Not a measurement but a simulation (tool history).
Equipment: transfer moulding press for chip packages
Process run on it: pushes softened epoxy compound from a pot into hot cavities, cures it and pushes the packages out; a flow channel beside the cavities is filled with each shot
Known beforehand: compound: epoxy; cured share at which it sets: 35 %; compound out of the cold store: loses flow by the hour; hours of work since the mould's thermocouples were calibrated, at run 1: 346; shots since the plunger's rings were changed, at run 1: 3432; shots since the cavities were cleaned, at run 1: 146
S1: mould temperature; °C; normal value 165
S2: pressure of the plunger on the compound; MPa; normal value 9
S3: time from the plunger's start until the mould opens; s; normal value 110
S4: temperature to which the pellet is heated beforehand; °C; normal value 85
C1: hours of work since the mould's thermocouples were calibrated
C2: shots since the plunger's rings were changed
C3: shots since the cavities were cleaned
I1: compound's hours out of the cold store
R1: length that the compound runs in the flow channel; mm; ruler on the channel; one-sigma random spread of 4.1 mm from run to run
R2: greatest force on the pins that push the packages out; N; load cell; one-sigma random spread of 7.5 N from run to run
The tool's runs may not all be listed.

run	hour	S1	S2	S3	S4	C1	C2	C3	I1	R1	R2
1	0	165	9	110	85	346	3432	146	40.3	866	422
# hour 20.7: plunger's sealing rings changed
2	21.4	165	9	110	85	358	7	351	28	931	497
# hour 43.7: cavities cleaned with cleaning compound and waxed
3	45.6	165	9	110	85	372	255	21	34.2	918	353
4	66.3	165	9	110	85	385	480	246	15.4	974	471
5	82.3	165	9	110	85	395	654	420	38	895	504
# hour 98.8: cavities cleaned with cleaning compound and waxed
6	103.3	165	9	127	85	407	866	49	31	921	329
7	129.1	165	9	110	75	423	1147	330	17.2	953	504
8	139.7	165	9	110	75	429	1263	446	8.6	978	520
# hour 143.3: mould's thermocouples calibrated
9	152.8	165	9	110	75	6	1383	566	44.9	878	535
# hour 156.4: cavities cleaned with cleaning compound and waxed
10	170.9	165	9	110	75	16	1564	158	31	906	425
11	190.6	165	9	110	90	28	1778	372	27.2	918	471
12	202	173	9	110	85	35	1902	496	35.4	862	463
# hour 209.8: mould's thermocouples calibrated, once more
# hour 212.6: cavities cleaned with cleaning compound and waxed
13	231.6	173	9	110	85	13	2186	207	13.6	924	419
14	247.3	165	9	110	85	22	2358	379	42.1	871	507
# hour 267.6: cavities cleaned with cleaning compound and waxed
15	274.1	171	9	110	85	38	2633	70	13.4	931	352
16	286.5	171	7.91	99	85	46	2768	205	23.1	839	418
17	312.3	171	7.91	99	85	62	3049	486	30.5	813	507
# hour 323.3: cavities cleaned with cleaning compound and waxed
18	331.1	165	8.62	110	89	72	3237	85	43.2	841	384
19	353.4	165	7.02	98	81	86	3480	328	16.4	824	589
# hour 368.7: plunger's sealing rings changed
# hour 380: cavities cleaned with cleaning compound and waxed
20	383.1	170	9	110	85	102	141	34	41.8	878	315
21	395.3	170	9	110	85	109	274	167	18.4	947	394
22	417.3	170	9	110	85	123	513	406	13.6	957	474
# hour 434.6: cavities cleaned with cleaning compound and waxed
23	438.4	162	9.34	110	77	135	726	41	31	953	399
24	462.6	162	9.34	110	77	150	990	305	31.4	950	539
25	475.1	165	7.21	139	85	158	1126	441	14.8	865	501
# hour 489.5: cavities cleaned with cleaning compound and waxed
26	495.1	173	8.68	148	95	169	1327	61	10.4	927	337
27	508.5	173	8.68	148	95	177	1473	207	11.1	915	402
28	528.6	160	9	110	94	190	1691	425	41.9	902	643
# hour 545.3: cavities cleaned with cleaning compound and waxed
29	549.6	160	9	110	94	202	1904	47	32.8	920	433

What if the next run were any one of these 3? Each begins from the tool's condition after run 29:
A	574.5	165	9.91	110	85	217	2174	317	44.6	?	?
B	574.5	159	9	100	94	217	2174	317	12.7	?	?
C	574.5	163	9	148	81	217	2174	317	30.4	?	?

run	R1	R2
A	914	467
B	981	832
C	916	455
Had the tool no hidden state, the same runs would have come out as:
run	R1	R2
A	943	309
B	1012	554
C	945	300
